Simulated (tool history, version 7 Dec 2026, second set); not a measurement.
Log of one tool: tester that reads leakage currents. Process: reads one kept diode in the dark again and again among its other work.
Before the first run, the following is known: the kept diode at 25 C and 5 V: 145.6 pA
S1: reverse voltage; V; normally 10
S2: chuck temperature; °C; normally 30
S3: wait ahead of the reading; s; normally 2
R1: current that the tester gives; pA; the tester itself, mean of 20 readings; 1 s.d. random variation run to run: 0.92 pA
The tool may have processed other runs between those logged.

{"run": 1, "hour": 0.0, "S1": 10, "S2": 30, "S3": 2, "R1": 311.12}
{"run": 2, "hour": 106.2, "S1": 10, "S2": 30, "S3": 2, "R1": 314.88}
{"run": 3, "hour": 155.8, "S1": 10, "S2": 30, "S3": 2, "R1": 318.09}
{"run": 4, "hour": 211.2, "S1": 10, "S2": 30, "S3": 2, "R1": 320.49}
{"run": 5, "hour": 268.3, "S1": 10, "S2": 30, "S3": 2, "R1": 322.92}
{"run": 6, "hour": 349.1, "S1": 10, "S2": 30, "S3": 2, "R1": 325.74}
{"run": 7, "hour": 401.2, "S1": 14.7, "S2": 30, "S3": 2, "R1": 386.59}
{"run": 8, "hour": 485.4, "S1": 1.1, "S2": 30, "S3": 2, "R1": 132.54}
{"run": 9, "hour": 542.9, "S1": 1.1, "S2": 30, "S3": 2, "R1": 133.41}
{"run": 10, "hour": 630.3, "S1": 1.1, "S2": 30, "S3": 2, "R1": 135.21}
{"run": 11, "hour": 721.8, "S1": 4.3, "S2": 30, "S3": 2, "R1": 241.29}
{"run": 12, "hour": 821.5, "S1": 4.3, "S2": 30, "S3": 2, "R1": 244.92}
{"hour": 858.9, "done": "chuck's temperature calibrated"}
{"run": 13, "hour": 901.9, "S1": 12.5, "S2": 30, "S3": 2, "R1": 344.07}
{"run": 14, "hour": 972.0, "S1": 10, "S2": 30, "S3": 2, "R1": 316.63}
{"run": 15, "hour": 1025.3, "S1": 10, "S2": 30, "S3": 2, "R1": 319.89}
{"run": 16, "hour": 1122.9, "S1": 10, "S2": 30, "S3": 2, "R1": 325.32}
{"run": 17, "hour": 1210.9, "S1": 10, "S2": 30, "S3": 2, "R1": 327.25}
{"run": 18, "hour": 1325.4, "S1": 10, "S2": 30, "S3": 2, "R1": 332.65}
{"run": 19, "hour": 1408.5, "S1": 10, "S2": 30, "S3": 2, "R1": 338.63}
{"run": 20, "hour": 1455.9, "S1": 10, "S2": 30, "S3": 2, "R1": 338.66}
{"run": 21, "hour": 1537.4, "S1": 10, "S2": 30, "S3": 2, "R1": 343.24}
{"run": 22, "hour": 1596.7, "S1": 1.3, "S2": 22, "S3": 7.28, "R1": 70}
{"hour": 1626.1, "done": "probe card cleaned and baked"}
{"run": 23, "hour": 1663.5, "S1": 5.7, "S2": 30, "S3": 0.72, "R1": 269.42}
{"hour": 1740.9, "done": "chuck's temperature calibrated"}
{"run": 24, "hour": 1770.5, "S1": 2.3, "S2": 39, "S3": 2, "R1": 370.51}
{"run": 25, "hour": 1829.0, "S1": 2.3, "S2": 36, "S3": 2, "R1": 288}
{"run": 26, "hour": 1890.5, "S1": 6.9, "S2": 29, "S3": 4.12, "R1": 244.51}
{"hour": 1954.0, "done": "tester calibrated"}
{"run": 27, "hour": 1960.1, "S1": 6.9, "S2": 32, "S3": 3.36, "R1": 325.63}
{"run": 28, "hour": 2026.0, "S1": 11.6, "S2": 26, "S3": 4.48, "R1": 239.28}
{"run": 29, "hour": 2073.1, "S1": 11.6, "S2": 26, "S3": 4.48, "R1": 240.83}
{"run": 30, "hour": 2121.2, "S1": 11.6, "S2": 46, "S3": 5.86, "R1": 1358.06}
{"run": 31, "hour": 2226.5, "S1": 14.7, "S2": 44, "S3": 5.86, "R1": 1291.8}
{"run": 32, "hour": 2284.4, "S1": 1.4, "S2": 29, "S3": 4.09, "R1": 135.18}
{"run": 33, "hour": 2346.8, "S1": 2.4, "S2": 27, "S3": 2, "R1": 142.28}
{"run": 34, "hour": 2407.5, "S1": 1.9, "S2": 50, "S3": 2.44, "R1": 922.23}
{"run": 35, "hour": 2501.6, "S1": 8.6, "S2": 49, "S3": 0.86, "R1": 1598.7}
{"run": 36, "hour": 2607.1, "S1": 7.8, "S2": 28, "S3": 2, "R1": 262.13}
{"hour": 2617.8, "done": "chuck's temperature calibrated"}
{"run": 37, "hour": 2685.5, "S1": 7.8, "S2": 28, "S3": 2, "R1": 237.46}
{"run": 38, "hour": 2751.2, "S1": 3.8, "S2": 28, "S3": 2, "R1": 177.19}
{"run": 39, "hour": 2835.1, "S1": 3.8, "S2": 28, "S3": 2, "R1": 178.22}

Each row is a separate what-if for the run after 39, all from the same tool condition, not one after another. Results?
{"run": "A", "hour": 2901.6, "S1": 5.2, "S2": 48, "S3": 2.71, "R1": "?"}
{"run": "B", "hour": 2901.6, "S1": 3.8, "S2": 38, "S3": 2, "R1": "?"}
{"run": "C", "hour": 2901.6, "S1": 1.1, "S2": 21, "S3": 1.58, "R1": "?"}

run=A R1=1131.9
run=B R1=434.35
run=C R1=56.67
With the hidden condition removed and each run's random variation left untouched, the same runs would have given:
run=A R1=1093.33
run=B R1=417.39
run=C R1=53.81
